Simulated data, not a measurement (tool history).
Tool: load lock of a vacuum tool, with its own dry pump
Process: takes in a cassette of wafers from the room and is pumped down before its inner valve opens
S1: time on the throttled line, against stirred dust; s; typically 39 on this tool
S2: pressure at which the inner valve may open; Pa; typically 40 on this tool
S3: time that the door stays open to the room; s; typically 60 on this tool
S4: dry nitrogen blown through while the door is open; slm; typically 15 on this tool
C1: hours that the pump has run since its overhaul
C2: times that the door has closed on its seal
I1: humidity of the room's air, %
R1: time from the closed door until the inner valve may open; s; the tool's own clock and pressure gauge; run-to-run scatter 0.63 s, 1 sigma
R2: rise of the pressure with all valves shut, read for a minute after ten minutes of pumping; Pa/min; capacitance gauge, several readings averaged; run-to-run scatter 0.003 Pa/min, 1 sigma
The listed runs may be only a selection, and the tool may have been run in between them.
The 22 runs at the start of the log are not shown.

{"run": 23, "hour": 2053.8, "S1": 64, "S2": 46, "S3": 74, "S4": 37, "C1": 8897, "C2": 14708, "I1": 46.2, "R1": 115.1, "R2": 0.059}
{"run": 24, "hour": 2188.6, "S1": 24, "S2": 46, "S3": 29, "S4": 37, "C1": 9032, "C2": 15376, "I1": 44.6, "R1": 86.3, "R2": 0.056}
{"run": 25, "hour": 2294.7, "S1": 24, "S2": 59, "S3": 29, "S4": 37, "C1": 9138, "C2": 15901, "I1": 44.4, "R1": 85.6, "R2": 0.056}
{"run": 26, "hour": 2414.3, "S1": 39, "S2": 42, "S3": 56, "S4": 18, "C1": 9258, "C2": 16493, "I1": 45.7, "R1": 98.4, "R2": 0.063}
{"run": 27, "hour": 2535.3, "S1": 50, "S2": 61, "S3": 214, "S4": 7, "C1": 9379, "C2": 17092, "I1": 44.5, "R1": 101.6, "R2": 0.076}
{"run": 28, "hour": 2624.3, "S1": 63, "S2": 40, "S3": 60, "S4": 30, "C1": 9468, "C2": 17533, "I1": 40.4, "R1": 116.4, "R2": 0.067}
{"run": 29, "hour": 2681.6, "S1": 63, "S2": 40, "S3": 60, "S4": 30, "C1": 9525, "C2": 17816, "I1": 42.9, "R1": 115.4, "R2": 0.065}
{"run": 30, "hour": 2746.5, "S1": 56, "S2": 39, "S3": 57, "S4": 5, "C1": 9590, "C2": 18137, "I1": 43.3, "R1": 111.3, "R2": 0.075}
{"run": 31, "hour": 2846.9, "S1": 20, "S2": 40, "S3": 69, "S4": 4, "C1": 9690, "C2": 18635, "I1": 45.3, "R1": 85.3, "R2": 0.075}
{"run": 32, "hour": 2982.0, "S1": 20, "S2": 34, "S3": 69, "S4": 4, "C1": 9825, "C2": 19304, "I1": 45.3, "R1": 87.4, "R2": 0.08}
{"run": 33, "hour": 3060.4, "S1": 39, "S2": 49, "S3": 60, "S4": 18, "C1": 9904, "C2": 19692, "I1": 44.5, "R1": 96.4, "R2": 0.079}
{"run": 34, "hour": 3193.8, "S1": 39, "S2": 49, "S3": 60, "S4": 18, "C1": 10037, "C2": 20352, "I1": 43.1, "R1": 97.6, "R2": 0.083}
{"run": 35, "hour": 3254.1, "S1": 39, "S2": 43, "S3": 188, "S4": 8, "C1": 10098, "C2": 20651, "I1": 45.3, "R1": 98.4, "R2": 0.09}
{"run": 36, "hour": 3339.9, "S1": 39, "S2": 30, "S3": 60, "S4": 14, "C1": 10183, "C2": 21076, "I1": 43.6, "R1": 101.2, "R2": 0.08}
{"run": 37, "hour": 3456.4, "S1": 39, "S2": 40, "S3": 186, "S4": 21, "C1": 10300, "C2": 21652, "I1": 39.4, "R1": 100.0, "R2": 0.084}
{"run": 38, "hour": 3526.2, "S1": 39, "S2": 40, "S3": 186, "S4": 21, "C1": 10370, "C2": 21998, "I1": 44.8, "R1": 99.0, "R2": 0.089}

3 ways to go on from here, each from the tool as it stands after run 38. What would each give?
{"run": "A", "hour": 3609.2, "S1": 59, "S2": 40, "S3": 60, "S4": 7, "C1": 10453, "C2": 22409, "I1": 44.1, "R1": "?", "R2": "?"}
{"run": "B", "hour": 3609.2, "S1": 39, "S2": 40, "S3": 31, "S4": 7, "C1": 10453, "C2": 22409, "I1": 43.6, "R1": "?", "R2": "?"}
{"run": "C", "hour": 3609.2, "S1": 44, "S2": 40, "S3": 186, "S4": 8, "C1": 10453, "C2": 22409, "I1": 43.1, "R1": "?", "R2": "?"}

run=A R1=112.7 R2=0.085
run=B R1=99.5 R2=0.085
run=C R1=103.0 R2=0.097
Without the tool's unlogged condition, the same runs would have read:
run=A R1=107.0 R2=0.015
run=B R1=93.0 R2=0.014
run=C R1=96.6 R2=0.026

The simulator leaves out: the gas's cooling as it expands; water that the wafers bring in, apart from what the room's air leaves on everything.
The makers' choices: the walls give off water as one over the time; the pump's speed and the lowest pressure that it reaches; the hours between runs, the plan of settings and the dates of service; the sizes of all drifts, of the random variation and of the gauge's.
